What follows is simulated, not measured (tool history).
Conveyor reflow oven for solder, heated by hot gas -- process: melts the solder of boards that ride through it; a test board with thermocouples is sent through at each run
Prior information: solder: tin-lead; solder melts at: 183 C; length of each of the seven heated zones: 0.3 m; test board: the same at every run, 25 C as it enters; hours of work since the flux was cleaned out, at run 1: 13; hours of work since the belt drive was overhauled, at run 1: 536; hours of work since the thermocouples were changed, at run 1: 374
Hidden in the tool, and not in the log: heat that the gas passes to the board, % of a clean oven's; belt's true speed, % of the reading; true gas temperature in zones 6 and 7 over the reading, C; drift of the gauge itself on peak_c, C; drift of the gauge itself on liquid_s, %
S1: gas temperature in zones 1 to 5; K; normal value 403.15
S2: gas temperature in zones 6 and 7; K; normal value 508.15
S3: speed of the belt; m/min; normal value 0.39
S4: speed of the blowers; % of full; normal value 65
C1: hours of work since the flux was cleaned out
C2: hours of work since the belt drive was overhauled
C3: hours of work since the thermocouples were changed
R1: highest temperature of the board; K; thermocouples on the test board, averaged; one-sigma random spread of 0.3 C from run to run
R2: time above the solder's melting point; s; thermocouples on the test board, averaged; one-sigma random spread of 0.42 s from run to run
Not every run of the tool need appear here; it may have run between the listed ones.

{"run": 1, "hour": 0.0, "S1": 403.15, "S2": 508.15, "S3": 0.39, "S4": 65, "C1": 13, "C2": 536, "C3": 374, "R1": 484.25, "R2": 58.7}
{"run": 2, "hour": 16.3, "S1": 403.15, "S2": 508.15, "S3": 0.39, "S4": 65, "C1": 21, "C2": 544, "C3": 383, "R1": 484.25, "R2": 58.4}
{"run": 3, "hour": 33.2, "S1": 403.15, "S2": 508.15, "S3": 0.39, "S4": 65, "C1": 30, "C2": 553, "C3": 391, "R1": 484.05, "R2": 58.7}
{"run": 4, "hour": 49.8, "S1": 403.15, "S2": 508.15, "S3": 0.39, "S4": 66, "C1": 38, "C2": 561, "C3": 400, "R1": 484.75, "R2": 58.8}
{"run": 5, "hour": 58.6, "S1": 403.15, "S2": 508.15, "S3": 0.39, "S4": 65, "C1": 43, "C2": 566, "C3": 404, "R1": 483.65, "R2": 58.4}
{"run": 6, "hour": 68.4, "S1": 403.15, "S2": 508.15, "S3": 0.39, "S4": 65, "C1": 48, "C2": 571, "C3": 409, "R1": 483.65, "R2": 58.3}
{"run": 7, "hour": 85.9, "S1": 403.15, "S2": 508.15, "S3": 0.39, "S4": 65, "C1": 57, "C2": 580, "C3": 418, "R1": 483.75, "R2": 58.2}
{"run": 8, "hour": 105.6, "S1": 403.15, "S2": 508.15, "S3": 0.39, "S4": 65, "C1": 67, "C2": 590, "C3": 428, "R1": 483.75, "R2": 57.7}
{"run": 9, "hour": 113.6, "S1": 403.15, "S2": 508.15, "S3": 0.4, "S4": 65, "C1": 71, "C2": 594, "C3": 432, "R1": 482.65, "R2": 55.2}
{"run": 10, "hour": 129.1, "S1": 390.15, "S2": 508.15, "S3": 0.39, "S4": 65, "C1": 79, "C2": 601, "C3": 440, "R1": 479.85, "R2": 49.3}
{"run": 11, "hour": 145.7, "S1": 390.15, "S2": 508.15, "S3": 0.39, "S4": 65, "C1": 87, "C2": 610, "C3": 448, "R1": 480.25, "R2": 49.6}
{"run": 12, "hour": 162.2, "S1": 390.15, "S2": 508.15, "S3": 0.347, "S4": 65, "C1": 96, "C2": 618, "C3": 457, "R1": 484.65, "R2": 63.6}
{"run": 13, "hour": 180.8, "S1": 390.15, "S2": 508.15, "S3": 0.347, "S4": 65, "C1": 105, "C2": 628, "C3": 466, "R1": 484.45, "R2": 63.4}
{"run": 14, "hour": 195.0, "S1": 405.15, "S2": 515.15, "S3": 0.39, "S4": 65, "C1": 112, "C2": 635, "C3": 474, "R1": 489.35, "R2": 65.7}
{"run": 15, "hour": 210.3, "S1": 405.15, "S2": 515.15, "S3": 0.39, "S4": 65, "C1": 120, "C2": 643, "C3": 481, "R1": 489.75, "R2": 64.4}
{"run": 16, "hour": 225.6, "S1": 409.15, "S2": 497.15, "S3": 0.463, "S4": 65, "C1": 128, "C2": 651, "C3": 489, "R1": 468.25, "R2": 30.3}

Run 17 is up next; what results do you expect?
{"run": 17, "hour": 245.0, "S1": 412.15, "S2": 500.15, "S3": 0.463, "S4": 65, "C1": 138, "C2": 660, "C3": 499, "R1": "?", "R2": "?"}

{"run 17": {"R1": 471.75, "R2": 34.7}}
Were there no unlogged condition in the tool, this run, its random variation unchanged, would have produced R1 473.65 K, R2 37.6 s.
